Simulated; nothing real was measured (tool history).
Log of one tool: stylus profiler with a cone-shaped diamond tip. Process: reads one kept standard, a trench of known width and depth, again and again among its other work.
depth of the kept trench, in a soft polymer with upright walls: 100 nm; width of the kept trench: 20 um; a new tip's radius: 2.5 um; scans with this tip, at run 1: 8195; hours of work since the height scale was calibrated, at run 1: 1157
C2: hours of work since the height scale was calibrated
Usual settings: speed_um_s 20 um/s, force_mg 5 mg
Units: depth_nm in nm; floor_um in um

run 1 hour=0 | speed_um_s=20 force_mg=5 | scans_with_this_tip=8195 C2=1157 | depth_nm=100.63 floor_um=18.4
run 2 hour=96.3 | speed_um_s=37 force_mg=5 | scans_with_this_tip=8557 C2=1208 | depth_nm=100.46 floor_um=18.39
run 3 hour=161.2 | speed_um_s=37 force_mg=5 | scans_with_this_tip=8802 C2=1243 | depth_nm=100.65 floor_um=18.31
run 4 hour=254.9 | speed_um_s=37 force_mg=5 | scans_with_this_tip=9155 C2=1293 | depth_nm=100.5 floor_um=18.32
run 5 hour=298.9 | speed_um_s=37 force_mg=5 | scans_with_this_tip=9320 C2=1316 | depth_nm=100.6 floor_um=18.31
run 6 hour=347.6 | speed_um_s=20 force_mg=2.49 | scans_with_this_tip=9504 C2=1342 | depth_nm=100.3 floor_um=18.33
run 7 hour=404.1 | speed_um_s=20 force_mg=2.49 | scans_with_this_tip=9717 C2=1372 | depth_nm=100.21 floor_um=18.39
run 8 hour=484.2 | speed_um_s=20 force_mg=2.49 | scans_with_this_tip=10018 C2=1414 | depth_nm=100.15 floor_um=18.33
run 9 hour=552 | speed_um_s=20 force_mg=2.49 | scans_with_this_tip=10274 C2=1451 | depth_nm=100.05 floor_um=18.33
-- hour=628.3 height scale calibrated on a step standard
run 10 hour=628.3 | speed_um_s=20 force_mg=2.49 | scans_with_this_tip=10559 C2=0 | depth_nm=99.94 floor_um=18.27
run 11 hour=672.3 | speed_um_s=20 force_mg=2.49 | scans_with_this_tip=10725 C2=23 | depth_nm=100.1 floor_um=18.33
run 12 hour=733.2 | speed_um_s=20 force_mg=2.49 | scans_with_this_tip=10954 C2=56 | depth_nm=100.04 floor_um=18.33
run 13 hour=789.4 | speed_um_s=20 force_mg=5 | scans_with_this_tip=11166 C2=86 | depth_nm=100.45 floor_um=18.34
run 14 hour=842.5 | speed_um_s=10 force_mg=5 | scans_with_this_tip=11366 C2=114 | depth_nm=100.29 floor_um=18.26
-- hour=888.3 height scale calibrated on a step standard, once more
run 15 hour=888.3 | speed_um_s=20 force_mg=4.28 | scans_with_this_tip=11536 C2=0 | depth_nm=101.09 floor_um=18.3
run 16 hour=967.6 | speed_um_s=20 force_mg=4.28 | scans_with_this_tip=11835 C2=42 | depth_nm=100.96 floor_um=18.31
run 17 hour=1053.2 | speed_um_s=20 force_mg=5 | scans_with_this_tip=12158 C2=88 | depth_nm=101 floor_um=18.3
run 18 hour=1117.8 | speed_um_s=20 force_mg=5 | scans_with_this_tip=12401 C2=122 | depth_nm=101.2 floor_um=18.28
run 19 hour=1189.2 | speed_um_s=20 force_mg=5 | scans_with_this_tip=12670 C2=160 | depth_nm=101.11 floor_um=18.27
run 20 hour=1239.5 | speed_um_s=20 force_mg=5 | scans_with_this_tip=12859 C2=187 | depth_nm=101.11 floor_um=18.27
run 21 hour=1319.1 | speed_um_s=18 force_mg=5 | scans_with_this_tip=13159 C2=229 | depth_nm=101.08 floor_um=18.28
run 22 hour=1371.6 | speed_um_s=18 force_mg=5 | scans_with_this_tip=13357 C2=257 | depth_nm=100.96 floor_um=18.21
run 23 hour=1457.8 | speed_um_s=20 force_mg=4.19 | scans_with_this_tip=13681 C2=303 | depth_nm=100.73 floor_um=18.19
run 24 hour=1545.7 | speed_um_s=20 force_mg=10.2 | scans_with_this_tip=14013 C2=350 | depth_nm=101.58 floor_um=18.24
run 25 hour=1634.2 | speed_um_s=52 force_mg=3.74 | scans_with_this_tip=14346 C2=397 | depth_nm=100.61 floor_um=18.17
run 26 hour=1722.5 | speed_um_s=17 force_mg=3.67 | scans_with_this_tip=14678 C2=444 | depth_nm=100.71 floor_um=18.23
run 27 hour=1816.5 | speed_um_s=23 force_mg=3.58 | scans_with_this_tip=15032 C2=494 | depth_nm=100.58 floor_um=18.3
run 28 hour=1902 | speed_um_s=11 force_mg=1.89 | scans_with_this_tip=15354 C2=539 | depth_nm=100.4 floor_um=18.18
run 29 hour=1982.7 | speed_um_s=11 force_mg=5.57 | scans_with_this_tip=15658 C2=582 | depth_nm=100.99 floor_um=18.23
run 30 hour=2076.8 | speed_um_s=20 force_mg=3.65 | scans_with_this_tip=16013 C2=632 | depth_nm=100.6 floor_um=18.21
run 31 hour=2150.4 | speed_um_s=61 force_mg=9.51 | scans_with_this_tip=16290 C2=671 | depth_nm=101.38 floor_um=18.13
run 32 hour=2230.6 | speed_um_s=70 force_mg=6.4 | scans_with_this_tip=16592 C2=714 | depth_nm=100.94 floor_um=18.11
run 33 hour=2288.2 | speed_um_s=70 force_mg=6.4 | scans_with_this_tip=16809 C2=744 | depth_nm=101.04 floor_um=18.07
run 34 hour=2346 | speed_um_s=18 force_mg=1.92 | scans_with_this_tip=17026 C2=775 | depth_nm=100.26 floor_um=18.14
run 35 hour=2417.7 | speed_um_s=21 force_mg=2.97 | scans_with_this_tip=17296 C2=813 | depth_nm=100.4 floor_um=18.16
run 36 hour=2497.2 | speed_um_s=21 force_mg=2.97 | scans_with_this_tip=17596 C2=856 | depth_nm=100.37 floor_um=18.12
run 37 hour=2555.6 | speed_um_s=21 force_mg=2.97 | scans_with_this_tip=17816 C2=887 | depth_nm=100.38 floor_um=18.15
run 38 hour=2622.1 | speed_um_s=21 force_mg=2.97 | scans_with_this_tip=18066 C2=922 | depth_nm=100.35 floor_um=18.2
run 39 hour=2673.6 | speed_um_s=21 force_mg=2.97 | scans_with_this_tip=18260 C2=949 | depth_nm=100.35 floor_um=18.13
run 40 hour=2752.1 | speed_um_s=53 force_mg=14.03 | scans_with_this_tip=18556 C2=991 | depth_nm=101.83 floor_um=18.13
run 41 hour=2823.5 | speed_um_s=36 force_mg=4.4 | scans_with_this_tip=18825 C2=1029 | depth_nm=100.6 floor_um=18.13

Forecast each of these 4 alternatives for the next run:
run A hour=2867.8 | speed_um_s=20 force_mg=2.13 | scans_with_this_tip=18991 C2=1053 | depth_nm=? floor_um=?
run B hour=2867.8 | speed_um_s=36 force_mg=5.85 | scans_with_this_tip=18991 C2=1053 | depth_nm=? floor_um=?
run C hour=2867.8 | speed_um_s=7 force_mg=4.4 | scans_with_this_tip=18991 C2=1053 | depth_nm=? floor_um=?
run D hour=2867.8 | speed_um_s=22 force_mg=11.01 | scans_with_this_tip=18991 C2=1053 | depth_nm=? floor_um=?

run=A depth_nm=100.22 floor_um=18.14
run=B depth_nm=100.74 floor_um=18.11
run=C depth_nm=100.67 floor_um=18.14
run=D depth_nm=101.63 floor_um=18.14
Without the tool's hidden state the same runs would have given:
run=A depth_nm=100.68 floor_um=18.59
run=B depth_nm=101.21 floor_um=18.55
run=C depth_nm=101.13 floor_um=18.58
run=D depth_nm=102.1 floor_um=18.58

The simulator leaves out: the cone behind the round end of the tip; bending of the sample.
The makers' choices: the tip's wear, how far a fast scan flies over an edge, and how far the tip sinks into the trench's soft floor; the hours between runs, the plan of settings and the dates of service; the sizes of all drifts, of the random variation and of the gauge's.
